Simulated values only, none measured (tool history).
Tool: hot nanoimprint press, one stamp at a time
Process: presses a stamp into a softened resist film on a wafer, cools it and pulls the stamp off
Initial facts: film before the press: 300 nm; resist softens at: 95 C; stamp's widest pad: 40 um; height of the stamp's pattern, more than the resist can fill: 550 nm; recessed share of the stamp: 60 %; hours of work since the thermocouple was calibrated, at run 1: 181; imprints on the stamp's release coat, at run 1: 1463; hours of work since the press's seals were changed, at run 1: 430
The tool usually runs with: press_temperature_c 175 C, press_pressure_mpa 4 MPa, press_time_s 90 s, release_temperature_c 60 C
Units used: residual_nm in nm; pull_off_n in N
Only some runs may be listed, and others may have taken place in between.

run   hour  press_temperature_c  press_pressure_mpa  press_time_s  release_temperature_c  hours of work since the thermocouple was calibrated  imprints on the stamp's release coat  hours of work since the press's seals were changed  residual_nm  pull_off_n
  1      0                  175                   4            90                     60                                                  181                                  1463                                                 430        108.1         243
  2   28.4                  175                   4            90                     60                                                  193                                  1526                                                 442        106.6         241
      44.8  -- stamp cleaned and given a new release coat
  3   54.2                  175                   4            90                     60                                                  202                                    20                                                 451          109         188
  4   65.9                  180                   4            90                     60                                                  207                                    46                                                 456         86.3         189
  5   84.2                  180                   4            90                     60                                                  214                                    87                                                 464         86.9         187
  6  102.5                  164                   4            90                     60                                                  222                                   127                                                 471        173.6         193
  7  121.9                  164                   4            90                     60                                                  230                                   170                                                 480        174.2         194
     126.8  -- plate thermocouple calibrated
  8  142.7                  164                   4            90                     60                                                    7                                   209                                                 487        169.7         187
  9  154.9                  164                   4            90                     60                                                   12                                   236                                                 492        171.5         199
 10  180.8                  164                   4            90                     60                                                   23                                   293                                                 503        170.2         202
     207.5  -- plate thermocouple calibrated, once more
 11  208.6                  175                2.41            90                     60                                                    0                                   348                                                 514        144.4         206
 12  220.8                  175                2.41            90                     60                                                    6                                   375                                                 519          144         200

Estimate the outcome of run 13 from the log above:
 13  247.9                  175                2.41            90                     60                                                   17                                   435                                                 531            ?           ?

residual_nm: 144.7 nm
pull_off_n: 202 N
On a tool with no hidden condition, and with the same random variation, this run would have come out at residual_nm 142.3 nm, pull_off_n 186 N.
